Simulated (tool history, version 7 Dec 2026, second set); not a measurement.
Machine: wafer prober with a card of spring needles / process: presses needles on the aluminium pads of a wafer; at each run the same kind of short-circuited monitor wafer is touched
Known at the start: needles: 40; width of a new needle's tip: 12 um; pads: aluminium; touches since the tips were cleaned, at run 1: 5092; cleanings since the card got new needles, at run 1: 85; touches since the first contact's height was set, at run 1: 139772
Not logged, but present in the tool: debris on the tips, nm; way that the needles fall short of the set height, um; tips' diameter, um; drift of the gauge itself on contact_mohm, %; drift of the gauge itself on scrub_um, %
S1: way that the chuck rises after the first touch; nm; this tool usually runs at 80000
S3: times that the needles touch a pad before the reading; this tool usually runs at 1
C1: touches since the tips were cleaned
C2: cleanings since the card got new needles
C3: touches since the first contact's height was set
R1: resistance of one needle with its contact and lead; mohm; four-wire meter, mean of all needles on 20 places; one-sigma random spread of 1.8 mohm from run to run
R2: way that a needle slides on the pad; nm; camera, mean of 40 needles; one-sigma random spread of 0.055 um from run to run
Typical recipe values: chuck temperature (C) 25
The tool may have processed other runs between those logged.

{"run": 1, "hour": 0.0, "S1": 80000, "chuck temperature (C)": 25, "S3": 1, "C1": 5092, "C2": 85, "C3": 139772, "R1": 190, "R2": 22310}
{"hour": 7.7, "done": "tips cleaned on abrasive film"}
{"hour": 40.7, "done": "tips cleaned on abrasive film"}
{"run": 2, "hour": 57.6, "S1": 61000, "chuck temperature (C)": 25, "S3": 1, "C1": 2838, "C2": 87, "C3": 149422, "R1": 195, "R2": 17030}
{"hour": 74.0, "done": "tips cleaned on abrasive film"}
{"hour": 111.6, "done": "tips cleaned on abrasive film"}
{"run": 3, "hour": 121.8, "S1": 80000, "chuck temperature (C)": 25, "S3": 1, "C1": 1714, "C2": 89, "C3": 160205, "R1": 193, "R2": 22330}
{"hour": 145.9, "done": "tips cleaned on abrasive film"}
{"hour": 181.1, "done": "tips cleaned on abrasive film"}
{"run": 4, "hour": 195.2, "S1": 80000, "chuck temperature (C)": 25, "S3": 1, "C1": 2364, "C2": 91, "C3": 172515, "R1": 197, "R2": 22350}
{"hour": 214.6, "done": "tips cleaned on abrasive film"}
{"hour": 250.5, "done": "tips cleaned on abrasive film"}
{"run": 5, "hour": 277.5, "S1": 80000, "chuck temperature (C)": 25, "S3": 1, "C1": 4534, "C2": 93, "C3": 186322, "R1": 196, "R2": 22330}
{"hour": 290.0, "done": "tips cleaned on abrasive film"}
{"hour": 327.0, "done": "tips cleaned on abrasive film"}
{"hour": 361.1, "done": "tips cleaned on abrasive film"}
{"run": 6, "hour": 369.1, "S1": 80000, "chuck temperature (C)": 25, "S3": 1, "C1": 1340, "C2": 96, "C3": 201684, "R1": 191, "R2": 22330}
{"hour": 396.7, "done": "tips cleaned on abrasive film"}
{"run": 7, "hour": 408.7, "S1": 80000, "chuck temperature (C)": 25, "S3": 1, "C1": 2012, "C2": 97, "C3": 208334, "R1": 193, "R2": 22290}
{"hour": 430.6, "done": "tips cleaned on abrasive film"}
{"hour": 449.2, "done": "height of the first contact set anew"}
{"hour": 466.4, "done": "tips cleaned on abrasive film"}
{"run": 8, "hour": 498.5, "S1": 65000, "chuck temperature (C)": 25, "S3": 1, "C1": 5396, "C2": 99, "C3": 8284, "R1": 196, "R2": 18080}
{"hour": 503.6, "done": "tips cleaned on abrasive film"}
{"hour": 538.9, "done": "tips cleaned on abrasive film"}
{"run": 9, "hour": 564.9, "S1": 80000, "chuck temperature (C)": 25, "S3": 1, "C1": 4367, "C2": 101, "C3": 19417, "R1": 192, "R2": 22330}
{"hour": 573.2, "done": "tips cleaned on abrasive film"}
{"hour": 608.7, "done": "tips cleaned on abrasive film"}
{"run": 10, "hour": 615.8, "S1": 95000, "chuck temperature (C)": 25, "S3": 1, "C1": 1203, "C2": 103, "C3": 27952, "R1": 192, "R2": 26580}
{"hour": 647.3, "done": "tips cleaned on abrasive film"}
{"hour": 687.9, "done": "tips cleaned on abrasive film"}
{"run": 11, "hour": 699.5, "S1": 95000, "chuck temperature (C)": 25, "S3": 1, "C1": 1939, "C2": 105, "C3": 41997, "R1": 195, "R2": 26460}
{"hour": 722.2, "done": "tips cleaned on abrasive film"}
{"hour": 760.0, "done": "tips cleaned on abrasive film"}
{"run": 12, "hour": 784.7, "S1": 80000, "chuck temperature (C)": 25, "S3": 1, "C1": 4151, "C2": 107, "C3": 56303, "R1": 193, "R2": 22280}
{"hour": 796.9, "done": "tips cleaned on abrasive film"}
{"run": 13, "hour": 828.6, "S1": 80000, "chuck temperature (C)": 25, "S3": 1, "C1": 5330, "C2": 108, "C3": 63675, "R1": 193, "R2": 22300}
{"hour": 836.9, "done": "tips cleaned on abrasive film"}
{"hour": 870.6, "done": "tips cleaned on abrasive film"}
{"run": 14, "hour": 877.2, "S1": 80000, "chuck temperature (C)": 25, "S3": 1, "C1": 1107, "C2": 110, "C3": 71821, "R1": 195, "R2": 22360}
{"hour": 906.3, "done": "tips cleaned on abrasive film"}
{"hour": 940.0, "done": "tips cleaned on abrasive film"}
{"run": 15, "hour": 940.0, "S1": 80000, "chuck temperature (C)": 25, "S3": 1, "C1": 0, "C2": 112, "C3": 82351, "R1": 192, "R2": 22350}
{"hour": 973.4, "done": "tips cleaned on abrasive film"}
{"hour": 1012.0, "done": "tips cleaned on abrasive film"}
{"run": 16, "hour": 1017.0, "S1": 89000, "chuck temperature (C)": 54, "S3": 1, "C1": 841, "C2": 114, "C3": 95270, "R1": 198, "R2": 24700}
{"hour": 1046.4, "done": "tips cleaned on abrasive film"}
{"hour": 1080.9, "done": "tips cleaned on abrasive film"}
{"run": 17, "hour": 1087.4, "S1": 80000, "chuck temperature (C)": 80, "S3": 1, "C1": 1083, "C2": 116, "C3": 107080, "R1": 205, "R2": 22320}
{"hour": 1119.9, "done": "tips cleaned on abrasive film"}
{"run": 18, "hour": 1144.9, "S1": 90000, "chuck temperature (C)": 25, "S3": 1, "C1": 4203, "C2": 117, "C3": 116736, "R1": 191, "R2": 25170}
{"hour": 1155.8, "done": "tips cleaned on abrasive film"}
{"hour": 1189.3, "done": "tips cleaned on abrasive film"}
{"run": 19, "hour": 1202.8, "S1": 90000, "chuck temperature (C)": 53, "S3": 1, "C1": 2273, "C2": 119, "C3": 126452, "R1": 201, "R2": 25100}
{"hour": 1222.7, "done": "tips cleaned on abrasive film"}
{"hour": 1260.5, "done": "tips cleaned on abrasive film"}
{"hour": 1294.9, "done": "tips cleaned on abrasive film"}
{"run": 20, "hour": 1294.9, "S1": 80000, "chuck temperature (C)": 28, "S3": 3, "C1": 0, "C2": 122, "C3": 141904, "R1": 195, "R2": 22320}
{"hour": 1329.6, "done": "tips cleaned on abrasive film"}
{"run": 21, "hour": 1355.0, "S1": 70000, "chuck temperature (C)": 53, "S3": 1, "C1": 4273, "C2": 123, "C3": 151992, "R1": 200, "R2": 19520}
{"hour": 1363.8, "done": "tips cleaned on abrasive film"}
{"hour": 1403.2, "done": "tips cleaned on abrasive film"}
{"hour": 1441.7, "done": "tips cleaned on abrasive film"}
{"run": 22, "hour": 1442.6, "S1": 70000, "chuck temperature (C)": 53, "S3": 1, "C1": 166, "C2": 126, "C3": 166687, "R1": 198, "R2": 19580}
{"hour": 1474.9, "done": "tips cleaned on abrasive film"}
{"run": 23, "hour": 1500.4, "S1": 65000, "chuck temperature (C)": 70, "S3": 1, "C1": 4293, "C2": 127, "C3": 176396, "R1": 201, "R2": 18110}
{"hour": 1508.7, "done": "tips cleaned on abrasive film"}
{"run": 24, "hour": 1541.0, "S1": 65000, "chuck temperature (C)": 70, "S3": 1, "C1": 5431, "C2": 128, "C3": 183198, "R1": 207, "R2": 18170}
{"hour": 1545.0, "done": "tips cleaned on abrasive film"}
{"hour": 1578.2, "done": "tips cleaned on abrasive film"}
{"hour": 1612.3, "done": "tips cleaned on abrasive film"}
{"run": 25, "hour": 1631.5, "S1": 70000, "chuck temperature (C)": 52, "S3": 2, "C1": 3217, "C2": 131, "C3": 198374, "R1": 200, "R2": 19490}
{"hour": 1647.7, "done": "tips cleaned on abrasive film"}
{"hour": 1680.9, "done": "tips cleaned on abrasive film"}
{"run": 26, "hour": 1708.2, "S1": 70000, "chuck temperature (C)": 52, "S3": 2, "C1": 4606, "C2": 133, "C3": 211260, "R1": 200, "R2": 19520}
{"hour": 1714.0, "done": "tips cleaned on abrasive film"}
{"hour": 1730.0, "done": "height of the first contact set anew"}
{"hour": 1747.2, "done": "tips cleaned on abrasive film"}
{"run": 27, "hour": 1764.7, "S1": 70000, "chuck temperature (C)": 78, "S3": 1, "C1": 2939, "C2": 135, "C3": 5811, "R1": 205, "R2": 19520}
{"hour": 1783.7, "done": "tips cleaned on abrasive film"}
{"hour": 1817.7, "done": "tips cleaned on abrasive film"}
{"run": 28, "hour": 1829.7, "S1": 76000, "chuck temperature (C)": 51, "S3": 1, "C1": 2023, "C2": 137, "C3": 16726, "R1": 196, "R2": 21240}
{"hour": 1853.5, "done": "tips cleaned on abrasive film"}
{"run": 29, "hour": 1879.8, "S1": 93000, "chuck temperature (C)": 52, "S3": 1, "C1": 4416, "C2": 138, "C3": 25124, "R1": 197, "R2": 25960}

4 ways to go on from here, each from the tool as it stands after run 29. What would each give?
{"hour": 1887.9, "done": "tips cleaned on abrasive film"}
{"hour": 1922.2, "done": "tips cleaned on abrasive film"}
{"hour": 1957.8, "done": "tips cleaned on abrasive film"}
{"run": "A", "hour": 1964.5, "S1": 62000, "chuck temperature (C)": 25, "S3": 1, "C1": 1132, "C2": 141, "C3": 39338, "R1": "?", "R2": "?"}
{"hour": 1887.9, "done": "tips cleaned on abrasive film"}
{"hour": 1922.2, "done": "tips cleaned on abrasive film"}
{"hour": 1957.8, "done": "tips cleaned on abrasive film"}
{"run": "B", "hour": 1964.5, "S1": 80000, "chuck temperature (C)": 60, "S3": 3, "C1": 1132, "C2": 141, "C3": 39338, "R1": "?", "R2": "?"}
{"hour": 1887.9, "done": "tips cleaned on abrasive film"}
{"hour": 1922.2, "done": "tips cleaned on abrasive film"}
{"hour": 1957.8, "done": "tips cleaned on abrasive film"}
{"run": "C", "hour": 1964.5, "S1": 93000, "chuck temperature (C)": 77, "S3": 1, "C1": 1132, "C2": 141, "C3": 39338, "R1": "?", "R2": "?"}
{"hour": 1887.9, "done": "tips cleaned on abrasive film"}
{"hour": 1922.2, "done": "tips cleaned on abrasive film"}
{"hour": 1957.8, "done": "tips cleaned on abrasive film"}
{"run": "D", "hour": 1964.5, "S1": 93000, "chuck temperature (C)": 52, "S3": 2, "C1": 1132, "C2": 141, "C3": 39338, "R1": "?", "R2": "?"}

run=A R1=199 R2=17280
run=B R1=201 R2=22210
run=C R1=202 R2=26040
run=D R1=198 R2=25830
With the hidden condition removed and each run's random variation left untouched, the same runs would have given:
run=A R1=199 R2=17280
run=B R1=201 R2=22210
run=C R1=202 R2=26040
run=D R1=198 R2=25830
